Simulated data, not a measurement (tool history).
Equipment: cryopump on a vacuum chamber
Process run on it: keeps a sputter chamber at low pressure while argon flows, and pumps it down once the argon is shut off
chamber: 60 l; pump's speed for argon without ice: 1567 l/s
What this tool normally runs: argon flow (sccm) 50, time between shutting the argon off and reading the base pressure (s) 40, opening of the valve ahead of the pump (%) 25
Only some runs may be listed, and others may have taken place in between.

run,hour,argon flow (sccm),time between shutting the argon off and reading the base pressure (s),opening of the valve ahead of the pump (%),pressure while argon flows (Pa),pressure after the wait (uPa)
1,0,50,40,25,0.22,2.13
2,70.5,50,40,39,0.1434,2.1
3,137.5,50,40,16,0.3393,2.17
4,173.3,50,40,16,0.3437,2.25
5,234.5,50,40,22,0.2514,2.21
6,308,50,148,22,0.2521,1.19
7,342.3,50,25,25,0.223,3
8,373.4,50,40,25,0.2244,2.3
9,424.6,50,40,25,0.2229,2.19
10,486.2,50,40,25,0.2247,2.36
11,532.4,50,40,25,0.224,2.33
12,587.4,50,40,25,0.227,2.34
13,638.2,50,40,25,0.2269,2.29
14,700.6,50,40,25,0.2284,2.39
15,732.5,50,40,25,0.2281,2.44
# hour 744.3: pump warmed up, emptied and cooled again
16,790.4,50,40,25,0.2157,2.28
17,834.8,50,40,25,0.2162,2.23
18,902.3,96,62,17,0.6123,1.83
19,962,96,62,17,0.6113,1.84
20,1017.2,96,62,17,0.6163,1.8
21,1076.6,96,62,17,0.6117,1.81
22,1141.5,34,68,25,0.1494,1.78
23,1188.3,34,68,25,0.1497,1.79
24,1256.3,82,90,38,0.2409,1.6
25,1289.7,82,90,38,0.243,1.66
26,1334,82,90,38,0.2451,1.64
27,1398.8,82,90,38,0.2437,1.71
28,1465.6,50,61,48,0.1193,2.05
29,1500.5,63,145,21,0.3332,1.49
30,1533.2,32,60,16,0.2195,2.03
31,1608,23,40,49,0.0557,2.56
32,1656.4,23,40,49,0.056,2.57
33,1704.9,23,21,18,0.1427,3.91
34,1738.2,23,21,18,0.1426,3.85

Consider 3 possible next runs. They are alternatives, not a sequence: every one starts from the tool as it was left by run 34. What does each give?
A,1797,23,23,18,?,?
B,1797,21,40,25,?,?
C,1797,22,146,58,?,?

run,pressure while argon flows (Pa),pressure after the wait (uPa)
A,0.1435,3.61
B,0.0957,2.64
C,0.0468,1.58
Stripped of hidden state, with their random variation kept, the same runs would have yielded:
run,pressure while argon flows (Pa),pressure after the wait (uPa)
A,0.1383,2.59
B,0.091,1.61
C,0.0418,0.56
